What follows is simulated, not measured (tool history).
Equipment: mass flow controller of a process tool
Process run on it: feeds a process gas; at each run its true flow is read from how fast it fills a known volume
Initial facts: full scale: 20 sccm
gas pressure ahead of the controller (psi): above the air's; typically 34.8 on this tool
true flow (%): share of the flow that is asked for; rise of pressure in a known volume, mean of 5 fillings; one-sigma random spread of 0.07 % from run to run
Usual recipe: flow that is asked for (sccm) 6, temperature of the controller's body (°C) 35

run,hour,flow that is asked for (sccm),gas pressure ahead of the controller (psi),temperature of the controller's body (°C),true flow (%)
1,0.0,6,34.8,35,98.97
2,53.9,6,34.8,35,99.07
3,93.3,6,34.8,28,98.74
4,162.9,6,34.8,28,98.79
5,231.4,6,34.8,28,98.71
6,266.4,6,34.8,28,98.63
7,335.5,13,34.8,21,99.35
8,406.2,5,24.5,21,97.96
9,480.9,6,34.8,35,98.99
10,522.2,6,34.8,35,99.04
11,583.4,8,34.8,35,99.36

Forecast each of these 4 alternatives for the next run:
A,634.6,5,39.5,35,?
B,634.6,5,30.9,35,?
C,634.6,6,26.5,35,?
D,634.6,3,34.8,26,?

run,true flow (%)
A,98.78
B,98.73
C,98.84
D,97.66
Take away the tool's hidden state, keep each run's random variation, and the runs would have read:
run,true flow (%)
A,99.16
B,99.11
C,99.09
D,98.57
